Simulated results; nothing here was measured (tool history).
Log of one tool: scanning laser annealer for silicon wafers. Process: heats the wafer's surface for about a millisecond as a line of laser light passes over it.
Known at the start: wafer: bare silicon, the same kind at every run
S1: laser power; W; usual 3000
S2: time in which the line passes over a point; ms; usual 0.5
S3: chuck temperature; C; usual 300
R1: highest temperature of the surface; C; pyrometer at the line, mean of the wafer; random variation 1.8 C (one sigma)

run	hour	S1	S2	S3	R1
1	0	3000	0.5	300	1057
2	68.8	3000	0.46	300	1021
3	130.1	3000	0.46	300	1019
4	170.7	3000	0.46	300	1016
5	222	2814	0.5	300	1000
6	268.1	3000	0.5	300	1052
7	326.3	3000	0.5	315	1064
# hour 363.6: window over the wafer cleaned
8	373	3000	0.595	300	1150
9	427	2732	0.471	300	971
10	480.4	2802	0.471	300	990
11	537.3	3000	0.48	300	1051
12	574.3	2744	0.372	307	897
13	614.6	3237	0.482	265	1085

3 ways to go on from here, each from the tool as it stands after run 13. What would each give?
A	662.6	3182	0.531	297	?
B	662.6	2649	0.61	300	?
C	662.6	2784	0.482	265	?

run	R1
A	1141
B	1042
C	954
Without the tool's hidden state the same runs would have given:
run	R1
A	1160
B	1058
C	969
